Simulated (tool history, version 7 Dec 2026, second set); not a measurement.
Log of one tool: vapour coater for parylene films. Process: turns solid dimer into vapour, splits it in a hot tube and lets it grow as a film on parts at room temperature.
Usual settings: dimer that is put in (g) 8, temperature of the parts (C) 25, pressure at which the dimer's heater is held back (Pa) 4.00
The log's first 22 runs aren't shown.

run     day  dimer that is put in (g)  temperature of the parts (C)  pressure at which the dimer's heater is held back (Pa)  thickness of the film (nm)
 23  33.871                         4                            33                                                    6.54                        1050
 24  35.071                         7                            33                                                    6.54                        1810
     35.746  -- trap's valve overhauled
 25  37.212                        11                            33                                                    6.54                        3160
 26  38.275                         6                            29                                                    5.03                        1860
 27  39.162                         9                            33                                                    9.72                        2530
 28  40.621                         3                            23                                                    9.67                        1020
 29  42.617                         5                            25                                                    4.00                        1730
 30  43.575                         5                            25                                                    4.51                        1780
 31  45.075                         6                            25                                                    8.47                        1970
 32  45.979                         6                            25                                                    8.47                        1930

Run 33 comes next. What will it give?
 33  47.758                        14                            31                                                    8.93                           ?

Run 33 gave thickness of the film (nm) 3990.
Without the tool's hidden state the same run would have given thickness of the film (nm) 4160.

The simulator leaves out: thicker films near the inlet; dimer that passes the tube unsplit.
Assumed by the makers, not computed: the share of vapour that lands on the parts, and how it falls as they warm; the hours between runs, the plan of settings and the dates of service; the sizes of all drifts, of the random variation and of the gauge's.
